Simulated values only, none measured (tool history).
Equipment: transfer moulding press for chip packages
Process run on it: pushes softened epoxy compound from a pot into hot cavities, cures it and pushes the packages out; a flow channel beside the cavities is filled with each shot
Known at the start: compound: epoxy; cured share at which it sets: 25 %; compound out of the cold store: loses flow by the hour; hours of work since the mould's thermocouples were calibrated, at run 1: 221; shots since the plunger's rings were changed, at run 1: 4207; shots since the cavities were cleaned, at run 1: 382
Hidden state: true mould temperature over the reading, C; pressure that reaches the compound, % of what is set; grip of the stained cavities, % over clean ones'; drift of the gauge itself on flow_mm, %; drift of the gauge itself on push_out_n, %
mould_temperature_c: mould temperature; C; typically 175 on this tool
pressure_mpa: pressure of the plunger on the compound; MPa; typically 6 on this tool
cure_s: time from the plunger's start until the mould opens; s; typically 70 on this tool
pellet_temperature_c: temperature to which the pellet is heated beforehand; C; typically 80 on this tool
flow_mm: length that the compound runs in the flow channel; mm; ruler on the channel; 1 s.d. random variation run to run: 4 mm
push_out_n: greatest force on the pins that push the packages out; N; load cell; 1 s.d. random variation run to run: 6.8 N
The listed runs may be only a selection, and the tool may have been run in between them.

run,day,mould_temperature_c,pressure_mpa,cure_s,pellet_temperature_c,hours of work since the mould's thermocouples were calibrated,shots since the plunger's rings were changed,shots since the cavities were cleaned,incoming compound's hours out of the cold store,flow_mm,push_out_n
1,0,175,6,70,80,221,4207,382,19.2,700,416
# day 0.383: cavities cleaned with cleaning compound and waxed
2,0.571,175,6,70,80,230,4446,87,38.3,610,309
3,1.154,175,6,70,80,241,4721,362,16.7,712,399
# day 1.583: cavities cleaned with cleaning compound and waxed
4,1.683,175,6,70,80,250,4940,47,35.1,626,297
# day 2.346: plunger's sealing rings changed
5,2.383,175,6,70,80,261,17,327,31.9,658,382
# day 2.9: cavities cleaned with cleaning compound and waxed
6,3.042,175,6,70,80,273,298,67,8.4,777,331
7,3.438,175,6,70,80,280,483,252,34.1,645,364
8,3.812,175,6,70,80,287,660,429,42.2,602,412
# day 4.1: cavities cleaned with cleaning compound and waxed
9,4.492,175,6,70,80,299,950,185,27.6,674,348
10,4.783,175,6.48,70,80,304,1087,322,29.8,685,386
# day 5.296: cavities cleaned with cleaning compound and waxed
11,5.325,175,6.48,70,80,313,1311,14,40.3,632,281
12,5.75,175,6.48,51,80,321,1512,215,9.6,793,778
13,6.338,175,6.48,51,80,332,1788,491,37.2,641,784
# day 6.479: cavities cleaned with cleaning compound and waxed
14,6.788,175,6.48,51,80,340,1970,144,34.4,653,626
15,7.333,175,6,70,80,350,2227,401,28.9,655,402
# day 7.688: cavities cleaned with cleaning compound and waxed
# day 8.004: mould's thermocouples calibrated
16,8.042,180,6,70,77,1,2490,126,18.7,700,295
17,8.396,180,6,70,77,7,2658,294,41.1,585,327
18,8.717,170,6,71,80,13,2809,445,26.5,686,546
# day 8.979: cavities cleaned with cleaning compound and waxed
19,9.175,175,6.65,70,72,21,2994,91,46.5,604,308
20,9.775,175,6.65,105,72,32,3276,373,32.7,669,324
# day 10.192: cavities cleaned with cleaning compound and waxed
21,10.192,175,5.81,105,87,39,3443,0,35.5,619,248
22,10.462,171,6.5,63,78,44,3571,128,19.1,749,560
23,10.771,171,6.5,63,78,50,3715,272,32.6,671,619
24,11.2,179,4.63,54,81,58,3917,474,10.5,651,619
# day 11.408: cavities cleaned with cleaning compound and waxed
25,11.883,175,6,56,80,69,4207,223,13.9,732,647
26,12.3,174,5.24,70,76,77,4403,419,29,607,440
# day 12.621: cavities cleaned with cleaning compound and waxed
27,12.95,178,4.89,72,73,88,4681,155,34.6,557,316
28,13.338,178,4.89,72,73,96,4862,336,26.5,587,363
29,13.629,178,5.18,94,73,101,4999,473,25,614,344

Forecast each of these 3 alternatives for the next run:
# day 13.825: cavities cleaned with cleaning compound and waxed
# day 14.233: plunger's sealing rings changed
A,14.388,175,6,82,80,112,73,214,22.5,?,?
# day 13.825: cavities cleaned with cleaning compound and waxed
# day 14.233: plunger's sealing rings changed
B,14.388,173,5.91,70,76,112,73,214,11,?,?
# day 13.825: cavities cleaned with cleaning compound and waxed
# day 14.233: plunger's sealing rings changed
C,14.388,167,6.95,94,82,112,73,214,30.9,?,?

run,flow_mm,push_out_n
A,714,327
B,766,427
C,734,348
With no hidden state in the tool, these same runs would have given:
run,flow_mm,push_out_n
A,715,254
B,767,335
C,735,272
